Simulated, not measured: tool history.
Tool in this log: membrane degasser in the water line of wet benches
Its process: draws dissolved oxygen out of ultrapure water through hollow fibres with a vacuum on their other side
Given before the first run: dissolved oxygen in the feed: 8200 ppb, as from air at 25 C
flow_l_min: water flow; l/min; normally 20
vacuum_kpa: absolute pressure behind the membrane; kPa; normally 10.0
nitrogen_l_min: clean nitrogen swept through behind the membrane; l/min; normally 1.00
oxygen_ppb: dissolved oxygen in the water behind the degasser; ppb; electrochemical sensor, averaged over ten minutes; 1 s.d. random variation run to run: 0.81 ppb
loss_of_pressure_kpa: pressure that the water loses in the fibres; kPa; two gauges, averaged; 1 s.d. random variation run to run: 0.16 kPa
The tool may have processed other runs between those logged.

| run | day | flow_l_min | vacuum_kpa | nitrogen_l_min | oxygen_ppb | loss_of_pressure_kpa |
|---|---|---|---|---|---|---|
| 1 | 0.000 | 20 | 10.0 | 1.00 | 311.8 | 54.37 |
| 2 | 1.696 | 20 | 10.0 | 1.00 | 311.6 | 54.48 |
| 3 | 4.271 | 20 | 10.0 | 1.68 | 201.1 | 54.41 |
| 4 | 7.517 | 20 | 10.0 | 1.00 | 312.9 | 54.46 |
| 5 | 10.871 | 18 | 10.0 | 1.00 | 279.6 | 49.19 |
| 6 | 14.846 | 20 | 10.0 | 1.00 | 311.8 | 54.48 |
| 7 | 16.575 | 20 | 10.0 | 1.00 | 317.2 | 54.53 |
| 8 | 20.092 | 20 | 9.1 | 1.00 | 278.1 | 54.35 |
| 9 | 23.296 | 20 | 10.0 | 0.72 | 402.6 | 54.59 |
| 10 | 26.967 | 20 | 10.0 | 0.72 | 401.4 | 54.81 |
| 11 | 31.033 | 20 | 10.0 | 0.72 | 401.1 | 54.87 |
| 12 | 34.375 | 20 | 10.0 | 0.72 | 401.8 | 54.56 |
| 13 | 37.104 | 20 | 10.0 | 0.72 | 401.4 | 54.60 |
| 14 | 39.967 | 20 | 10.0 | 0.72 | 401.7 | 54.85 |
| 15 | 42.688 | 20 | 10.0 | 0.72 | 403.6 | 54.70 |
| 16 | 46.296 | 14 | 10.0 | 1.00 | 219.6 | 38.43 |
| 17 | 50.088 | 14 | 10.0 | 1.00 | 219.8 | 38.47 |
| 18 | 53.492 | 28 | 10.0 | 0.57 | 664.5 | 76.89 |
| 19 | 55.312 | 21 | 16.4 | 2.57 | 268.5 | 57.35 |
| 20 | 59.325 | 21 | 13.6 | 2.89 | 196.6 | 57.65 |
| 21 | 62.271 | 17 | 11.0 | 1.40 | 224.2 | 46.92 |
| 22 | 65.417 | 24 | 12.2 | 1.40 | 372.3 | 65.77 |
| 23 | 68.854 | 24 | 12.2 | 1.40 | 371.1 | 65.67 |
| 24 | 72.717 | 17 | 19.4 | 1.40 | 447.1 | 46.60 |
| 25 | 76.454 | 24 | 22.9 | 0.42 | 1759.5 | 66.07 |
| 26 | 80.538 | 16 | 22.9 | 0.42 | 1326.1 | 44.09 |
| 27 | 83.133 | 28 | 22.8 | 0.63 | 1518.5 | 76.85 |
| 28 | 87.050 | 28 | 22.8 | 0.63 | 1510.9 | 77.16 |
| 29 | 90.654 | 21 | 24.6 | 1.76 | 581.5 | 58.17 |
| 30 | 94.458 | 21 | 24.6 | 1.76 | 583.4 | 58.01 |
| 31 | 97.046 | 21 | 24.6 | 1.76 | 583.2 | 57.97 |

Removed from this log: 2 entries logged between the listed runs. Between which two listed runs does each belong, and how does the tool's hidden state at the listed run before it compare with that at the listed run after it?
After run 6, before run 7: vacuum gauge calibrated (day 16.083)
  membrane still open, %: 99.6 -> 99.5; true pressure behind the membrane over the reading, kPa: 0.18 -> 0.28; air that leaks in behind the membrane, l/min: 0.0044 -> 0.0046
  measured value less the no-hidden-state value, oxygen_ppb: +8.6 -> +12.8 ppb; loss_of_pressure_kpa: +0.24 -> +0.25 kPa
After run 8, before run 9: vacuum gauge calibrated, once more (day 22.879)
  membrane still open, %: 99.5 -> 99.4; true pressure behind the membrane over the reading, kPa: 0.29 -> 0.03; air that leaks in behind the membrane, l/min: 0.005 -> 0.0054
  measured value less the no-hidden-state value, oxygen_ppb: +13.0 -> +3.0 ppb; loss_of_pressure_kpa: +0.28 -> +0.31 kPa

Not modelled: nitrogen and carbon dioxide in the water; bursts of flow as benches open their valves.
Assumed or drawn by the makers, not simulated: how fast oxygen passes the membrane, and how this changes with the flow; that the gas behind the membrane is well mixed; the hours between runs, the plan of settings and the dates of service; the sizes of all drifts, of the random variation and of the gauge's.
